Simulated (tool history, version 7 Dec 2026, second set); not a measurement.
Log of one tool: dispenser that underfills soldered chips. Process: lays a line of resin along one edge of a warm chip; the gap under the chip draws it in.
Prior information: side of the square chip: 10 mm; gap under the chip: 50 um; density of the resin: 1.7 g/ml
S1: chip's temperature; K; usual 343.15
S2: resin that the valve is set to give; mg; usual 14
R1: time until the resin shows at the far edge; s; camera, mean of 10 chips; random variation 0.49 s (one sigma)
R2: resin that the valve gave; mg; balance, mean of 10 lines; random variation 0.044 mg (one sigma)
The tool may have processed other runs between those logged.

run 1 hour=0 | S1=343.15 S2=14 | R1=43.1 R2=13.89
run 2 hour=2.8 | S1=343.15 S2=13.9 | R1=50.2 R2=13.77
run 3 hour=8.2 | S1=343.15 S2=14.2 | R1=65.8 R2=14.03
-- hour=11.1 new syringe of resin
run 4 hour=13.7 | S1=343.15 S2=14.6 | R1=43.4 R2=14.36
run 5 hour=16.5 | S1=343.15 S2=14.6 | R1=50.3 R2=14.37
run 6 hour=21.5 | S1=343.15 S2=14 | R1=66.1 R2=13.74
-- hour=24.6 new syringe of resin
run 7 hour=27.2 | S1=343.15 S2=14 | R1=42.6 R2=13.69
run 8 hour=31.3 | S1=343.15 S2=14 | R1=54.7 R2=13.69
run 9 hour=34.1 | S1=343.15 S2=14 | R1=65.4 R2=13.71
-- hour=38.2 new syringe of resin
run 10 hour=40.2 | S1=343.15 S2=17.8 | R1=42.4 R2=17.43
-- hour=41.5 dispensing valve cleaned and set on the balance
run 11 hour=46.2 | S1=343.15 S2=17.8 | R1=55.2 R2=17.78
run 12 hour=49.8 | S1=343.15 S2=17.8 | R1=67.4 R2=17.78
-- hour=53.1 new syringe of resin
run 13 hour=53.6 | S1=343.15 S2=17.8 | R1=39.2 R2=17.8
run 14 hour=56.9 | S1=343.15 S2=14 | R1=45.4 R2=13.92
run 15 hour=61.8 | S1=352.15 S2=14 | R1=41.1 R2=13.93
-- hour=66.7 new syringe of resin
run 16 hour=66.8 | S1=352.15 S2=14 | R1=23.8 R2=13.96
run 17 hour=71.7 | S1=352.15 S2=14 | R1=30.9 R2=13.88
run 18 hour=74.8 | S1=352.15 S2=12.2 | R1=38.7 R2=12.03
run 19 hour=77.4 | S1=343.15 S2=13.6 | R1=69.2 R2=13.39
-- hour=80.4 new syringe of resin
run 20 hour=82.4 | S1=336.15 S2=15.8 | R1=58.8 R2=15.55
run 21 hour=87.3 | S1=329.15 S2=12.8 | R1=114.6 R2=12.58
run 22 hour=93.2 | S1=354.15 S2=17.4 | R1=44.6 R2=17.09
-- hour=94 new syringe of resin
run 23 hour=99.2 | S1=354.15 S2=14.5 | R1=29.9 R2=14.09
run 24 hour=103.6 | S1=354.15 S2=14.5 | R1=37 R2=14.05
-- hour=105.5 dispensing valve cleaned and set on the balance
-- hour=108.5 new syringe of resin
run 25 hour=109.9 | S1=354.15 S2=14.5 | R1=23.2 R2=14.46
run 26 hour=113 | S1=331.15 S2=13.9 | R1=86.8 R2=13.87
run 27 hour=116.4 | S1=342.15 S2=14.4 | R1=59.6 R2=14.35
run 28 hour=121.6 | S1=345.15 S2=16.3 | R1=68.3 R2=16.2
-- hour=122.3 new syringe of resin
run 29 hour=126 | S1=345.15 S2=16.3 | R1=41.9 R2=16.12
run 30 hour=131.7 | S1=342.15 S2=14 | R1=66.4 R2=13.84
-- hour=135.9 new syringe of resin
run 31 hour=136.6 | S1=334.15 S2=15.6 | R1=60.4 R2=15.38
run 32 hour=142.5 | S1=332.15 S2=14 | R1=95.1 R2=13.85
run 33 hour=147.4 | S1=343.15 S2=14.7 | R1=69.5 R2=14.44
-- hour=149.3 new syringe of resin
run 34 hour=152.7 | S1=343.15 S2=14.7 | R1=46 R2=14.34
run 35 hour=158.2 | S1=343.15 S2=14.7 | R1=61.6 R2=14.38
-- hour=162.9 new syringe of resin
run 36 hour=162.9 | S1=343.15 S2=14.7 | R1=36.7 R2=14.35

Run by run, hidden condition taken away, random variation retained:
What the log doesn't record here: resin's viscosity, % of fresh resin's; dose that the valve gives, % of what is set; true chip temperature over the reading, C; drift of the gauge itself on fill_s, %; drift of the gauge itself on given_mg, %.
run=1 R1=38.5 R2=14.04
run=2 R1=38.3 R2=13.93
run=3 R1=37 R2=14.23
run=4 R1=38.4 R2=14.59
run=5 R1=38.1 R2=14.62
run=6 R1=37.8 R2=14.01
run=7 R1=37.3 R2=14
run=8 R1=38.1 R2=14.03
run=9 R1=39 R2=14.06
run=10 R1=38.6 R2=17.92
run=11 R1=38.3 R2=17.79
run=12 R1=38.1 R2=17.82
run=13 R1=38.3 R2=17.87
run=14 R1=36.8 R2=13.99
run=15 R1=25.5 R2=14.04
run=16 R1=24.6 R2=14.1
run=17 R1=24.1 R2=14.05
run=18 R1=25.5 R2=12.19
run=19 R1=39.7 R2=13.58
run=20 R1=53.8 R2=15.81
run=21 R1=80 R2=12.82
run=22 R1=22.4 R2=17.46
run=23 R1=23.1 R2=14.43
run=24 R1=22.2 R2=14.42
run=25 R1=22.5 R2=14.48
run=26 R1=71.5 R2=13.91
run=27 R1=40.2 R2=14.41
run=28 R1=34.6 R2=16.3
run=29 R1=35.1 R2=16.25
run=30 R1=40.3 R2=13.99
run=31 R1=60.1 R2=15.57
run=32 R1=68 R2=14.06
run=33 R1=37.6 R2=14.7
run=34 R1=38.7 R2=14.63
run=35 R1=38.5 R2=14.71
run=36 R1=38.3 R2=14.71
